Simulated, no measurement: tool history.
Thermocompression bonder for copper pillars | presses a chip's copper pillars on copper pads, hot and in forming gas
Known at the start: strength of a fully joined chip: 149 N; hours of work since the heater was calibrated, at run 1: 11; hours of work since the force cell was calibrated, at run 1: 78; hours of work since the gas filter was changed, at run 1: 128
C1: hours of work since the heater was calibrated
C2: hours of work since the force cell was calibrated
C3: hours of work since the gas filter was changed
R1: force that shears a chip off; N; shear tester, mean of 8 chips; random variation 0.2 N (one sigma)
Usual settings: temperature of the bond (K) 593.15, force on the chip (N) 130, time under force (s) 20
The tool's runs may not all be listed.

Run 1, day 0: usual settings; C1 11; C2 78; C3 128. Result: R1 83.4 N.
Run 2, day 0.442: usual settings; C1 19; C2 86; C3 136. Result: R1 83.6 N.
Run 3, day 0.862: usual settings; C1 27; C2 93; C3 143. Result: R1 83.4 N.
Run 4, day 1.258: usual settings; C1 34; C2 101; C3 151. Result: R1 83.5 N.
Run 5, day 1.671: usual settings; C1 42; C2 108; C3 158. Result: R1 83.4 N.
Run 6, day 2.312: usual settings; C1 54; C2 120; C3 170. Result: R1 83.4 N.
Run 7, day 2.967: usual settings; C1 65; C2 132; C3 182. Result: R1 83.7 N.
Run 8, day 3.6: usual settings but force on the chip (N) 120; C1 77; C2 143; C3 193. Result: R1 80.6 N.
Run 9, day 3.917: usual settings but force on the chip (N) 91; C1 83; C2 149; C3 199. Result: R1 72.1 N.
Run 10, day 4.483: usual settings but force on the chip (N) 90; C1 93; C2 159; C3 209. Result: R1 71.5 N.
Run 11, day 4.846: usual settings but force on the chip (N) 90; C1 100; C2 166; C3 216. Result: R1 71.2 N.
Run 12, day 5.425: usual settings but temperature of the bond (K) 597.15, force on the chip (N) 153, time under force (s) 46; C1 110; C2 177; C3 227. Result: R1 112.4 N.
Run 13, day 5.854: usual settings but temperature of the bond (K) 597.15, force on the chip (N) 153, time under force (s) 46; C1 118; C2 184; C3 234. Result: R1 112 N.
Run 14, day 6.475: usual settings but temperature of the bond (K) 597.15, force on the chip (N) 153, time under force (s) 46; C1 129; C2 196; C3 246. Result: R1 112 N.
Run 15, day 6.946: usual settings but temperature of the bond (K) 597.15, force on the chip (N) 153, time under force (s) 46; C1 138; C2 204; C3 254. Result: R1 111.7 N.
Run 16, day 7.45: usual settings but temperature of the bond (K) 597.15, force on the chip (N) 153, time under force (s) 46; C1 147; C2 213; C3 263. Result: R1 111.9 N.
Run 17, day 8.062: usual settings but temperature of the bond (K) 595.15, force on the chip (N) 153, time under force (s) 46; C1 158; C2 225; C3 275. Result: R1 110.6 N.
Run 18, day 8.575: usual settings but temperature of the bond (K) 586.15, force on the chip (N) 91; C1 168; C2 234; C3 284. Result: R1 67.2 N.
Run 19, day 9.042: usual settings but temperature of the bond (K) 586.15, force on the chip (N) 91; C1 176; C2 242; C3 292. Result: R1 67.6 N.
Run 20, day 9.492: usual settings but force on the chip (N) 80, time under force (s) 26; C1 185; C2 251; C3 301. Result: R1 74.2 N.
Run 21, day 10.075: usual settings but force on the chip (N) 80, time under force (s) 26; C1 195; C2 261; C3 311. Result: R1 74.4 N.
Run 22, day 10.458: usual settings but force on the chip (N) 80, time under force (s) 26; C1 202; C2 268; C3 318. Result: R1 74.2 N.

Forecast each of these 5 alternatives for the next run:
Run A, day 11.017: usual settings but temperature of the bond (K) 599.15, force on the chip (N) 105; C1 212; C2 278; C3 328. Result: R1 ?.
Run B, day 11.017: usual settings but temperature of the bond (K) 583.15, time under force (s) 13; C1 212; C2 278; C3 328. Result: R1 ?.
Run C, day 11.017: usual settings but temperature of the bond (K) 603.15, force on the chip (N) 143, time under force (s) 36; C1 212; C2 278; C3 328. Result: R1 ?.
Run D, day 11.017: usual settings but temperature of the bond (K) 611.15, force on the chip (N) 163, time under force (s) 22; C1 212; C2 278; C3 328. Result: R1 ?.
Run E, day 11.017: usual settings but force on the chip (N) 154, time under force (s) 22; C1 212; C2 278; C3 328. Result: R1 ?.

run     R1
  A   79.7
  B   65.9
  C  106.8
  D  103.1
  E   90.4
Without the tool's hidden state the same runs would have given:
run     R1
  A   81.4
  B     67
  C  109.9
  D    106
  E   92.5
